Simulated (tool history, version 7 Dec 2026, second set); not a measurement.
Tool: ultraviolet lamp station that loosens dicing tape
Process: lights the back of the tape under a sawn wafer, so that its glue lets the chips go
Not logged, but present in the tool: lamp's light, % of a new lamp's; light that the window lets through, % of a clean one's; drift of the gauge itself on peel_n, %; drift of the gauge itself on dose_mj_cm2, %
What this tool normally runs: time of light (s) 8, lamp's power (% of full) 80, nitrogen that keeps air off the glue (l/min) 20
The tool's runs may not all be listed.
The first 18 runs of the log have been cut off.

run	hour	time of light (s)	lamp's power (% of full)	nitrogen that keeps air off the glue (l/min)	hours of work of the lamp	hours of work since the window was cleaned	force that peels the tape off (N)	light that reached the tape (J/m2)
19	298.2	8	62	20	212	159	1.166	3230
20	320.5	8	62	20	224	171	1.217	3190
21	341.9	8	80	20	236	183	0.833	4090
22	364.3	8	80	20	248	195	0.77	4020
23	386.1	8	80	25	260	206	0.732	4040
24	400.3	10	80	23	267	214	0.535	5030
25	419.3	8	76	12	277	224	1.091	3830
26	430.1	8	62	12	283	230	1.458	3090
27	444.9	9	80	35	291	238	0.567	4450
28	463.8	15	80	34	301	248	0.264	7380
29	487.8	15	80	34	314	261	0.269	7410
30	503.7	8	74	20	323	270	0.949	3620
31	526.3	11	92	8	335	282	0.603	6030
32	538.6	8	95	28	342	288	0.601	4570
33	550	15	80	20	348	295	0.314	7180
34	564	8	94	6	355	302	1.141	4520
35	578.3	9	70	32	363	310	0.799	3770
36	599.6	4	71	20	374	321	2.409	1680
37	609.4	16	71	16	380	327	0.36	6620
38	628.5	16	71	16	390	337	0.352	6660
39	645.1	16	71	16	399	346	0.362	6670
40	660.2	4	75	7	407	354	2.911	1720
41	672.9	4	75	7	414	361	2.792	1710
42	688.3	6	67	10	422	369	2.092	2280
43	711	6	67	10	434	381	2.253	2280

5 ways to go on from here, each from the tool as it stands after run 43. What would each give?
A	732.9	8	80	38	446	393	?	?
B	732.9	11	61	11	446	393	?	?
C	732.9	8	80	20	446	393	?	?
D	732.9	6	68	10	446	393	?	?
E	732.9	6	68	24	446	393	?	?

run	force that peels the tape off (N)	light that reached the tape (J/m2)
A	0.808	3640
B	1.133	3830
C	0.978	3660
D	2.11	2340
E	1.749	2370
Take away the tool's hidden state, keep each run's random variation, and the runs would have read:
run	force that peels the tape off (N)	light that reached the tape (J/m2)
A	0.537	4600
B	0.779	4840
C	0.662	4630
D	1.641	2950
E	1.296	2980

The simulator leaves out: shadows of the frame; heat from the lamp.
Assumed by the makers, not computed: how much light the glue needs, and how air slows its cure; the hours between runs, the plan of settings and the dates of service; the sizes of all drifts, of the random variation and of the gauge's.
